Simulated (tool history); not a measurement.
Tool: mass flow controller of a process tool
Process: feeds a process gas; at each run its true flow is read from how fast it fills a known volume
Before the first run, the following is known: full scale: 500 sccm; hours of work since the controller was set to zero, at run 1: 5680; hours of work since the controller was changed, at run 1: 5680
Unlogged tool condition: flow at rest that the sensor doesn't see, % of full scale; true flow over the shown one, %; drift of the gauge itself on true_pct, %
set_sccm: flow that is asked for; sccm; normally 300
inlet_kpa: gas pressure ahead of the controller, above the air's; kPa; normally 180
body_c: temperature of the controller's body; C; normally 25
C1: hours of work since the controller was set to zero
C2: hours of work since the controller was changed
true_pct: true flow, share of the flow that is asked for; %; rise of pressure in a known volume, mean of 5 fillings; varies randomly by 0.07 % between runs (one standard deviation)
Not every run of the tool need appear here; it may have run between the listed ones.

Run 1, hour 0.0: usual settings; C1 5680; C2 5680. Result: true_pct 99.01 %.
Run 2, hour 117.1: usual settings; C1 5755; C2 5755. Result: true_pct 98.93 %.
Run 3, hour 237.5: usual settings; C1 5832; C2 5832. Result: true_pct 98.88 %.
Run 4, hour 340.3: usual settings; C1 5898; C2 5898. Result: true_pct 98.85 %.
Run 5, hour 496.7: usual settings; C1 5999; C2 5999. Result: true_pct 98.86 %.
Run 6, hour 654.1: usual settings; C1 6100; C2 6100. Result: true_pct 98.79 %.
Run 7, hour 791.3: usual settings; C1 6188; C2 6188. Result: true_pct 98.86 %.
Run 8, hour 876.6: usual settings; C1 6243; C2 6243. Result: true_pct 98.83 %.
Run 9, hour 991.1: usual settings but body_c 28 C; C1 6316; C2 6316. Result: true_pct 99.21 %.
Run 10, hour 1143.5: usual settings but inlet_kpa 166 kPa, body_c 28 C; C1 6414; C2 6414. Result: true_pct 99.01 %.
Run 11, hour 1284.8: usual settings but set_sccm 259 sccm, inlet_kpa 171 kPa, body_c 36 C; C1 6505; C2 6505. Result: true_pct 99.77 %.
Run 12, hour 1373.8: usual settings but set_sccm 66 sccm, body_c 33 C; C1 6562; C2 6562. Result: true_pct 98.32 %.
Run 13, hour 1462.9: usual settings but set_sccm 94 sccm, inlet_kpa 219 kPa; C1 6619; C2 6619. Result: true_pct 97.49 %.
Run 14, hour 1617.8: usual settings but inlet_kpa 141 kPa, body_c 20 C; C1 6718; C2 6718. Result: true_pct 98.24 %.
Run 15, hour 1709.0: usual settings but set_sccm 240 sccm, body_c 40 C; C1 6777; C2 6777. Result: true_pct 99.90 %.

Pick out some run-to-run changes in true_pct. Of each, how much would a tool without hidden state show as well, from the settings, what came in and chance, and how much is left for the hidden state and any gauge scatter not in both results compared?
Run 11 -> 12: set_sccm 259 -> 66, inlet_kpa 171 -> 180, body_c 36 -> 33. true_pct -1.45 %: hidden state -0.06, all else -1.39.
Run 14 -> 15: set_sccm 300 -> 240, inlet_kpa 141 -> 180, body_c 20 -> 40. true_pct +1.66 %: hidden state -0.02, all else +1.68.

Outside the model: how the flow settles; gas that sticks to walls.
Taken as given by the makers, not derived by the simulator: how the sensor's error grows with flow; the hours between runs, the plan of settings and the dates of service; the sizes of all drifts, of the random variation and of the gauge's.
